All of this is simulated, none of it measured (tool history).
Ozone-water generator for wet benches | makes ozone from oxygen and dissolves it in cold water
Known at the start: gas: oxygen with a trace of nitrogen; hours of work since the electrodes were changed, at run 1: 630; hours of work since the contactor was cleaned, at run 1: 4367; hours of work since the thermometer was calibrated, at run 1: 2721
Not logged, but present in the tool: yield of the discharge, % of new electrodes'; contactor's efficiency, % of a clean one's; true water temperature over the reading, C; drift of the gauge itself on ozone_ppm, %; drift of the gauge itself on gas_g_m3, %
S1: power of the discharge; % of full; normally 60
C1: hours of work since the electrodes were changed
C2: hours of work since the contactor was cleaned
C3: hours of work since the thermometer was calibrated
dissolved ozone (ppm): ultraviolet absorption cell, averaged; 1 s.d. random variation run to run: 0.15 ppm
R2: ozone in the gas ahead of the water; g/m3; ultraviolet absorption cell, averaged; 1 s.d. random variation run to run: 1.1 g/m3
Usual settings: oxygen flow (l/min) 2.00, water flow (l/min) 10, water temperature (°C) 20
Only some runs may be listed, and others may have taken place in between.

Run 1, hour 0.0: usual settings; C1 630; C2 4367; C3 2721. Result: dissolved ozone (ppm) 18.0, R2 196.2 g/m3.
At hour 76.0: water thermometer calibrated.
Run 2, hour 184.9: usual settings; C1 786; C2 4522; C3 92. Result: dissolved ozone (ppm) 18.2, R2 196.3 g/m3.
Run 3, hour 329.2: usual settings; C1 908; C2 4644; C3 214. Result: dissolved ozone (ppm) 18.0, R2 197.9 g/m3.
Run 4, hour 501.7: usual settings; C1 1053; C2 4789; C3 359. Result: dissolved ozone (ppm) 18.1, R2 196.5 g/m3.
Run 5, hour 672.7: usual settings; C1 1197; C2 4934; C3 503. Result: dissolved ozone (ppm) 18.0, R2 196.8 g/m3.
Run 6, hour 812.9: usual settings; C1 1316; C2 5052; C3 622. Result: dissolved ozone (ppm) 18.0, R2 196.0 g/m3.
Run 7, hour 987.5: usual settings; C1 1463; C2 5199; C3 769. Result: dissolved ozone (ppm) 17.9, R2 197.1 g/m3.
Run 8, hour 1122.5: usual settings; C1 1577; C2 5313; C3 883. Result: dissolved ozone (ppm) 18.1, R2 199.6 g/m3.
Run 9, hour 1291.4: usual settings but water flow (l/min) 11, water temperature (°C) 24; C1 1719; C2 5455; C3 1025. Result: dissolved ozone (ppm) 15.6, R2 194.8 g/m3.
Run 10, hour 1401.4: usual settings but S1 48 % of full, oxygen flow (l/min) 1.25; C1 1812; C2 5548; C3 1118. Result: dissolved ozone (ppm) 15.0, R2 220.4 g/m3.
Run 11, hour 1498.8: usual settings but S1 48 % of full, oxygen flow (l/min) 1.16; C1 1894; C2 5630; C3 1200. Result: dissolved ozone (ppm) 14.7, R2 234.0 g/m3.
Run 12, hour 1656.2: usual settings but S1 48 % of full, oxygen flow (l/min) 1.16; C1 2027; C2 5763; C3 1333. Result: dissolved ozone (ppm) 14.9, R2 230.7 g/m3.
Run 13, hour 1777.9: usual settings but oxygen flow (l/min) 1.96, water flow (l/min) 11; C1 2129; C2 5866; C3 1435. Result: dissolved ozone (ppm) 16.3, R2 200.4 g/m3.
Run 14, hour 1876.9: usual settings but oxygen flow (l/min) 1.96, water flow (l/min) 11; C1 2213; C2 5949; C3 1519. Result: dissolved ozone (ppm) 16.5, R2 200.4 g/m3.
Run 15, hour 2057.3: usual settings but oxygen flow (l/min) 1.96, water flow (l/min) 16, water temperature (°C) 13; C1 2365; C2 6101; C3 1671. Result: dissolved ozone (ppm) 12.1, R2 202.2 g/m3.
Run 16, hour 2234.1: usual settings but S1 96 % of full, oxygen flow (l/min) 1.94, water flow (l/min) 9; C1 2514; C2 6250; C3 1820. Result: dissolved ozone (ppm) 28.2, R2 290.8 g/m3.

Each row is a separate what-if for the run after 16, all from the same tool condition, not one after another. Results?
Run A, hour 2367.6: usual settings but S1 63 % of full, oxygen flow (l/min) 3.32, water flow (l/min) 9, water temperature (°C) 24; C1 2627; C2 6363; C3 1933. Result: dissolved ozone (ppm) ?, R2 ?.
Run B, hour 2367.6: usual settings but S1 45 % of full, water flow (l/min) 14, water temperature (°C) 15; C1 2627; C2 6363; C3 1933. Result: dissolved ozone (ppm) ?, R2 ?.
Run C, hour 2367.6: usual settings but oxygen flow (l/min) 3.11, water flow (l/min) 8, water temperature (°C) 16; C1 2627; C2 6363; C3 1933. Result: dissolved ozone (ppm) ?, R2 ?.
Run D, hour 2367.6: usual settings but S1 45 % of full, water flow (l/min) 8, water temperature (°C) 12; C1 2627; C2 6363; C3 1933. Result: dissolved ozone (ppm) ?, R2 ?.
Run E, hour 2367.6: usual settings but S1 89 % of full, oxygen flow (l/min) 1.82; C1 2627; C2 6363; C3 1933. Result: dissolved ozone (ppm) ?, R2 ?.

run  dissolved ozone (ppm)     R2
  A                   18.1  150.8
  B                   11.0  157.7
  C                   22.1  151.1
  D                   19.1  158.0
  E                   24.7  287.1
Without the tool's hidden state the same runs would have given:
run  dissolved ozone (ppm)     R2
  A                   18.1  149.1
  B                   11.0  155.9
  C                   22.1  149.5
  D                   19.2  156.2
  E                   24.8  284.0
